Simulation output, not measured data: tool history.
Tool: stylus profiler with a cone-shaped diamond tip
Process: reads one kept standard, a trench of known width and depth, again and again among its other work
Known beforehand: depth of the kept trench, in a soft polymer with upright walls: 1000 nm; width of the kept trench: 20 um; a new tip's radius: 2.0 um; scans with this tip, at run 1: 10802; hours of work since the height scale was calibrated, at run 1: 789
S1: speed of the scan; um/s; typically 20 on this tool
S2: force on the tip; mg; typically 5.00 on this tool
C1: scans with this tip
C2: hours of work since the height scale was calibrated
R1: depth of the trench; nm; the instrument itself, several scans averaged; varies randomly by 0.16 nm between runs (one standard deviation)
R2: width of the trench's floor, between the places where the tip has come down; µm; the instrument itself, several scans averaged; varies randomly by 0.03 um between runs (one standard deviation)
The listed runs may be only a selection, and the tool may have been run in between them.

run,hour,S1,S2,C1,C2,R1,R2
1,0.0,20,5.00,10802,789,1010.38,16.48
2,45.1,20,5.00,11199,817,1010.30,16.45
3,76.0,20,5.00,11471,837,1010.28,16.52
4,124.5,20,5.00,11898,869,1010.30,16.40
5,162.7,20,5.00,12234,893,1010.03,16.47
6,201.5,20,5.00,12576,918,1010.08,16.45
7,228.7,18,5.00,12815,935,1010.11,16.44
8,276.1,18,5.51,13231,966,1011.16,16.51
9,322.2,20,5.00,13638,996,1009.99,16.47
10,371.6,20,5.00,14072,1027,1010.11,16.50
11,407.5,20,5.39,14388,1050,1010.81,16.43
12,452.3,20,5.39,14782,1079,1010.68,16.45
13,474.8,20,5.39,14980,1093,1010.84,16.47
14,522.7,20,5.39,15402,1124,1010.86,16.43
15,549.0,20,9.06,15633,1141,1015.42,16.46
16,580.8,6,5.00,15912,1162,1010.07,16.52
17,604.0,6,5.00,16117,1176,1010.25,16.58
# hour 617.6: height scale calibrated on a step standard
18,631.9,46,5.00,16358,9,1010.08,16.37
# hour 640.0: new tip fitted, height scale calibrated
19,657.5,20,5.00,153,11,1010.27,16.51
20,686.1,20,5.00,405,30,1010.44,16.43
21,708.0,20,3.11,598,44,1007.57,16.50
22,750.4,20,3.11,971,71,1007.55,16.47
23,788.3,20,3.11,1305,95,1007.40,16.49
24,812.5,20,3.11,1518,111,1007.40,16.48
25,846.2,66,3.47,1814,132,1008.10,16.28
26,891.2,39,5.92,2210,161,1011.66,16.42
27,931.3,39,5.92,2563,187,1011.54,16.43
28,952.4,63,6.62,2748,201,1012.48,16.39
29,979.5,45,4.24,2987,218,1009.38,16.43
30,1013.7,45,4.24,3288,240,1009.07,16.33
31,1034.6,45,4.24,3472,253,1009.16,16.43
32,1061.3,22,5.32,3706,271,1010.82,16.49
33,1101.4,22,5.32,4060,296,1010.84,16.42
34,1130.0,22,5.32,4311,315,1010.53,16.43
35,1159.4,22,5.32,4569,334,1010.89,16.51
36,1187.9,46,8.22,4820,352,1014.28,16.40
37,1235.3,63,2.29,5238,382,1006.08,16.33
38,1281.2,10,6.07,5642,412,1011.71,16.46
39,1329.4,39,2.90,6066,443,1007.41,16.42
40,1362.5,48,2.56,6357,464,1006.55,16.37
41,1398.5,48,2.56,6673,487,1006.61,16.39
42,1440.7,10,9.56,7045,514,1015.83,16.46
43,1478.7,14,4.08,7380,539,1009.00,16.49
44,1507.7,9,6.23,7635,557,1011.86,16.52
45,1531.4,35,10.33,7843,573,1017.02,16.49
46,1571.6,6,14.41,8196,598,1020.79,16.51
47,1616.2,24,4.36,8589,627,1009.44,16.45

Consider 3 possible next runs. They are alternatives, not a sequence: every one starts from the tool as it was left by run 47. What does each give?
A,1657.4,41,8.93,8952,653,?,?
B,1657.4,9,2.96,8952,653,?,?
C,1657.4,6,7.37,8952,653,?,?

run,R1,R2
A,1015.33,16.50
B,1007.12,16.49
C,1013.45,16.50
With no hidden state in the tool, these same runs would have given:
run,R1,R2
A,1015.33,16.51
B,1007.12,16.50
C,1013.45,16.51
